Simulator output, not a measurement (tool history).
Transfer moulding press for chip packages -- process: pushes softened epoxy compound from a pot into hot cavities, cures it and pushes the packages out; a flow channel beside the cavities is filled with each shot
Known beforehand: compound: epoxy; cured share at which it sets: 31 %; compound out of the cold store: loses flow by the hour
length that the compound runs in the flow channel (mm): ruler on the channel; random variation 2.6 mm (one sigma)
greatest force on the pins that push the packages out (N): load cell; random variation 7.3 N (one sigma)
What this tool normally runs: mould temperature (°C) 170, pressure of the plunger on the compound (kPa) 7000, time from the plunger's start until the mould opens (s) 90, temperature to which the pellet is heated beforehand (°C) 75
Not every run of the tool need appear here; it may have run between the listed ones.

run	hour	mould temperature (°C)	pressure of the plunger on the compound (kPa)	time from the plunger's start until the mould opens (s)	temperature to which the pellet is heated beforehand (°C)	incoming compound's hours out of the cold store	length that the compound runs in the flow channel (mm)	greatest force on the pins that push the packages out (N)
1	0	170	7000	90	75	34	751	277
# hour 17.7: plunger's sealing rings changed
2	33.2	170	7000	90	75	25.8	828	368
3	46.9	170	7000	90	75	8.1	911	415
4	77.4	170	7000	90	81	12.1	890	437
# hour 90.1: cavities cleaned with cleaning compound and waxed
5	104.3	170	7000	90	81	47.1	720	314
6	135.7	170	7000	90	81	11.3	883	409
7	152.2	170	7000	90	81	37.5	754	410
# hour 175.9: cavities cleaned with cleaning compound and waxed
8	179.7	167	7700	78	73	20.6	880	523
9	210.6	167	7700	78	73	47.4	744	577
10	237.9	167	7700	78	83	19.3	874	726
11	251.4	170	7980	81	75	21.7	867	545
# hour 262.7: cavities cleaned with cleaning compound and waxed
12	275.9	170	7000	90	75	46.4	699	324

Forecast run 13:
# hour 284.8: plunger's sealing rings changed
13	301.4	170	6140	90	75	30.3	?	?

{"run 13": {"length that the compound runs in the flow channel (mm)": 755, "greatest force on the pins that push the packages out (N)": 372}}
With the hidden condition absent and the run-to-run variation left alone, this run would have shown length that the compound runs in the flow channel (mm) 761, greatest force on the pins that push the packages out (N) 299.

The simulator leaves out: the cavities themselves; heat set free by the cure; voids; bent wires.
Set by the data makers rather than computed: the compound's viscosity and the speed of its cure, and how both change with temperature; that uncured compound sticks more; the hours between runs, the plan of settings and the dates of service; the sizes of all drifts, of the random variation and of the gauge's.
